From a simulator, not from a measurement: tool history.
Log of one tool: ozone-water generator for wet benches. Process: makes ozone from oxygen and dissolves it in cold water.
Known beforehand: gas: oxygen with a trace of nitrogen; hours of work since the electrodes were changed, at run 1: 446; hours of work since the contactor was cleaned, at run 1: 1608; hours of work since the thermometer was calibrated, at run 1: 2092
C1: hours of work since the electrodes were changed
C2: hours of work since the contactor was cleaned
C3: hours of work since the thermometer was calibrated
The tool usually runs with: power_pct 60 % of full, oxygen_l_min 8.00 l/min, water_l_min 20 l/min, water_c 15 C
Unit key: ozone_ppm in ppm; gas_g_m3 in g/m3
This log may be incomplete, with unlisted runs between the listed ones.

Run 1, hour 0.0: usual settings; C1 446; C2 1608; C3 2092. Result: ozone_ppm 30.2 ppm, gas_g_m3 195.4 g/m3.
Run 2, hour 23.4: usual settings; C1 462; C2 1623; C3 2107. Result: ozone_ppm 30.0 ppm, gas_g_m3 194.5 g/m3.
Run 3, hour 64.1: usual settings; C1 489; C2 1650; C3 2134. Result: ozone_ppm 30.3 ppm, gas_g_m3 194.4 g/m3.
Run 4, hour 93.2: usual settings but power_pct 46 % of full; C1 508; C2 1669; C3 2153. Result: ozone_ppm 24.0 ppm, gas_g_m3 154.0 g/m3.
Run 5, hour 123.4: usual settings but power_pct 46 % of full; C1 528; C2 1689; C3 2173. Result: ozone_ppm 24.0 ppm, gas_g_m3 152.5 g/m3.
Run 6, hour 150.4: usual settings; C1 545; C2 1707; C3 2191. Result: ozone_ppm 30.4 ppm, gas_g_m3 195.4 g/m3.
Run 7, hour 190.1: usual settings; C1 572; C2 1733; C3 2217. Result: ozone_ppm 30.5 ppm, gas_g_m3 194.3 g/m3.
Run 8, hour 222.3: usual settings but oxygen_l_min 9.04 l/min; C1 593; C2 1754; C3 2238. Result: ozone_ppm 30.4 ppm, gas_g_m3 183.9 g/m3.
Run 9, hour 250.2: usual settings but oxygen_l_min 9.04 l/min; C1 611; C2 1773; C3 2256. Result: ozone_ppm 30.2 ppm, gas_g_m3 184.8 g/m3.
Run 10, hour 293.6: usual settings; C1 640; C2 1801; C3 2285. Result: ozone_ppm 30.1 ppm, gas_g_m3 196.3 g/m3.
Run 11, hour 336.7: usual settings; C1 668; C2 1829; C3 2313. Result: ozone_ppm 30.4 ppm, gas_g_m3 193.6 g/m3.
Run 12, hour 386.4: usual settings; C1 701; C2 1862; C3 2346. Result: ozone_ppm 30.4 ppm, gas_g_m3 195.7 g/m3.
Run 13, hour 420.8: usual settings; C1 724; C2 1885; C3 2369. Result: ozone_ppm 30.4 ppm, gas_g_m3 195.4 g/m3.
Run 14, hour 462.9: usual settings; C1 751; C2 1913; C3 2397. Result: ozone_ppm 30.3 ppm, gas_g_m3 194.6 g/m3.
Run 15, hour 511.2: usual settings; C1 783; C2 1944; C3 2428. Result: ozone_ppm 30.7 ppm, gas_g_m3 194.0 g/m3.
Run 16, hour 565.1: usual settings; C1 819; C2 1980; C3 2464. Result: ozone_ppm 30.1 ppm, gas_g_m3 196.3 g/m3.
Run 17, hour 598.7: usual settings but oxygen_l_min 6.02 l/min; C1 841; C2 2002; C3 2486. Result: ozone_ppm 30.2 ppm, gas_g_m3 220.3 g/m3.
Run 18, hour 650.8: usual settings but power_pct 61 % of full; C1 875; C2 2036; C3 2520. Result: ozone_ppm 30.7 ppm, gas_g_m3 198.6 g/m3.
Run 19, hour 698.2: usual settings but water_l_min 14 l/min; C1 906; C2 2068; C3 2551. Result: ozone_ppm 37.4 ppm, gas_g_m3 194.9 g/m3.
Run 20, hour 746.9: usual settings but water_l_min 14 l/min; C1 938; C2 2100; C3 2584. Result: ozone_ppm 37.1 ppm, gas_g_m3 195.5 g/m3.
Run 21, hour 786.4: usual settings but power_pct 43 % of full, oxygen_l_min 13.36 l/min; C1 964; C2 2126; C3 2610. Result: ozone_ppm 21.8 ppm, gas_g_m3 114.8 g/m3.
Run 22, hour 810.6: usual settings but power_pct 94 % of full, oxygen_l_min 11.68 l/min, water_l_min 18 l/min; C1 980; C2 2142; C3 2625. Result: ozone_ppm 46.9 ppm, gas_g_m3 245.3 g/m3.
Run 23, hour 840.3: usual settings but power_pct 94 % of full, oxygen_l_min 11.68 l/min, water_l_min 18 l/min; C1 1000; C2 2161; C3 2645. Result: ozone_ppm 47.1 ppm, gas_g_m3 244.8 g/m3.
Run 24, hour 871.6: usual settings but power_pct 74 % of full, oxygen_l_min 11.68 l/min, water_l_min 18 l/min, water_c 8 C; C1 1021; C2 2182; C3 2666. Result: ozone_ppm 43.2 ppm, gas_g_m3 194.2 g/m3.
Run 25, hour 896.2: usual settings but water_l_min 18 l/min, water_c 13 C; C1 1037; C2 2198; C3 2682. Result: ozone_ppm 33.6 ppm, gas_g_m3 194.1 g/m3.
At hour 927.0: water thermometer calibrated.
Run 26, hour 947.9: usual settings but power_pct 42 % of full, oxygen_l_min 6.34 l/min, water_l_min 17 l/min, water_c 19 C; C1 1070; C2 2232; C3 14. Result: ozone_ppm 22.7 ppm, gas_g_m3 158.3 g/m3.
Run 27, hour 999.5: usual settings but power_pct 69 % of full, oxygen_l_min 10.32 l/min, water_l_min 15 l/min; C1 1104; C2 2266; C3 48. Result: ozone_ppm 39.7 ppm, gas_g_m3 195.8 g/m3.
Run 28, hour 1023.2: usual settings but power_pct 69 % of full, oxygen_l_min 10.32 l/min, water_l_min 15 l/min; C1 1120; C2 2281; C3 63. Result: ozone_ppm 39.8 ppm, gas_g_m3 196.5 g/m3.
Run 29, hour 1075.6: usual settings but power_pct 72 % of full, oxygen_l_min 11.26 l/min, water_l_min 28 l/min, water_c 8 C; C1 1155; C2 2316; C3 98. Result: ozone_ppm 32.3 ppm, gas_g_m3 197.1 g/m3.
Run 30, hour 1117.9: usual settings but power_pct 89 % of full, oxygen_l_min 13.75 l/min, water_l_min 28 l/min, water_c 13 C; C1 1182; C2 2344; C3 126. Result: ozone_ppm 35.4 ppm, gas_g_m3 213.3 g/m3.
Run 31, hour 1157.6: usual settings but power_pct 79 % of full, water_l_min 31 l/min; C1 1209; C2 2370; C3 152. Result: ozone_ppm 28.3 ppm, gas_g_m3 250.3 g/m3.
Run 32, hour 1212.2: usual settings but power_pct 79 % of full, water_l_min 31 l/min; C1 1245; C2 2406; C3 188. Result: ozone_ppm 28.4 ppm, gas_g_m3 251.0 g/m3.
Run 33, hour 1259.3: usual settings but power_pct 46 % of full, oxygen_l_min 5.77 l/min, water_l_min 12 l/min, water_c 10 C; C1 1276; C2 2437; C3 219. Result: ozone_ppm 35.9 ppm, gas_g_m3 178.1 g/m3.
Run 34, hour 1302.2: usual settings but power_pct 51 % of full; C1 1304; C2 2465; C3 247. Result: ozone_ppm 26.4 ppm, gas_g_m3 169.1 g/m3.

Predict each of these 3 candidate next runs independently; none follows another, all start after run 34:
Run A, hour 1353.6: usual settings but power_pct 54 % of full, water_l_min 12 l/min, water_c 16 C; C1 1338; C2 2499; C3 281. Result: ozone_ppm ?, gas_g_m3 ?.
Run B, hour 1353.6: usual settings but power_pct 51 % of full, oxygen_l_min 7.95 l/min, water_l_min 15 l/min; C1 1338; C2 2499; C3 281. Result: ozone_ppm ?, gas_g_m3 ?.
Run C, hour 1353.6: usual settings but oxygen_l_min 11.63 l/min, water_c 21 C; C1 1338; C2 2499; C3 281. Result: ozone_ppm ?, gas_g_m3 ?.

run  ozone_ppm  gas_g_m3
  A       36.4     177.4
  B       31.2     168.5
  C       26.1     163.9
Without the tool's unlogged condition, the same runs would have read:
run  ozone_ppm  gas_g_m3
  A       36.4     177.4
  B       31.2     168.5
  C       26.1     163.9
